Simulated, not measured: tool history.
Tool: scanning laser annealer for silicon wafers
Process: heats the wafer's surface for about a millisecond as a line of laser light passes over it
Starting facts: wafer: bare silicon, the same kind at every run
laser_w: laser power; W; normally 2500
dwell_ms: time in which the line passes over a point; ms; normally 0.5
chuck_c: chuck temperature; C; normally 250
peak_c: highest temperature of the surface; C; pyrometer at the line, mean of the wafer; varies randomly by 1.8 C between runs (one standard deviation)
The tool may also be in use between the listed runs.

| run | day | laser_w | dwell_ms | chuck_c | peak_c |
|---|---|---|---|---|---|
| 1 | 0 | 2500 | 0.5 | 250 | 1090 |
| 2 | 0.825 | 2500 | 0.5 | 250 | 1093 |
| 3 | 2.188 | 2500 | 0.5 | 250 | 1093 |
|  | 2.738 | optics aligned, line set to its width |
| 4 | 3.358 | 2500 | 0.5 | 250 | 1094 |
| 5 | 3.925 | 2500 | 0.5 | 250 | 1094 |
| 6 | 5.325 | 2500 | 0.5 | 250 | 1090 |
| 7 | 6.012 | 2500 | 0.5 | 250 | 1090 |
| 8 | 6.896 | 2500 | 0.5 | 250 | 1091 |
| 9 | 8.133 | 2500 | 0.5 | 250 | 1091 |
| 10 | 8.975 | 2500 | 0.5 | 250 | 1091 |
| 11 | 9.883 | 2500 | 0.5 | 263 | 1108 |
| 12 | 10.704 | 2500 | 0.524 | 263 | 1129 |
| 13 | 11.862 | 2500 | 0.5 | 241 | 1085 |
| 14 | 13.017 | 2500 | 0.5 | 241 | 1087 |
| 15 | 14.221 | 2500 | 0.5 | 241 | 1083 |
| 16 | 15.525 | 2128 | 0.522 | 250 | 983 |
| 17 | 16.725 | 2395 | 0.531 | 237 | 1072 |
| 18 | 17.817 | 2395 | 0.531 | 237 | 1067 |
| 19 | 18.512 | 2222 | 0.438 | 275 | 973 |
| 20 | 19.292 | 2215 | 0.5 | 269 | 1016 |
| 21 | 20.179 | 2581 | 0.5 | 248 | 1118 |
| 22 | 20.817 | 2316 | 0.526 | 271 | 1075 |
| 23 | 21.942 | 2412 | 0.526 | 219 | 1059 |
| 24 | 23.342 | 2500 | 0.484 | 275 | 1104 |
| 25 | 24.012 | 2500 | 0.556 | 283 | 1175 |
| 26 | 24.683 | 2500 | 0.556 | 283 | 1175 |
| 27 | 25.846 | 2537 | 0.556 | 283 | 1189 |
| 28 | 27.112 | 2180 | 0.509 | 236 | 979 |

What if the next run were any one of these 3? Each begins from the tool's condition after run 28:
| A | 28.525 | 2491 | 0.509 | 236 | ? |
| B | 28.525 | 2500 | 0.463 | 250 | ? |
| C | 28.525 | 2436 | 0.544 | 271 | ? |

| run | peak_c |
|---|---|
| A | 1087 |
| B | 1062 |
| C | 1129 |
With the hidden condition removed and each run's random variation left untouched, the same runs would have given:
| run | peak_c |
|---|---|
| A | 1087 |
| B | 1063 |
| C | 1129 |
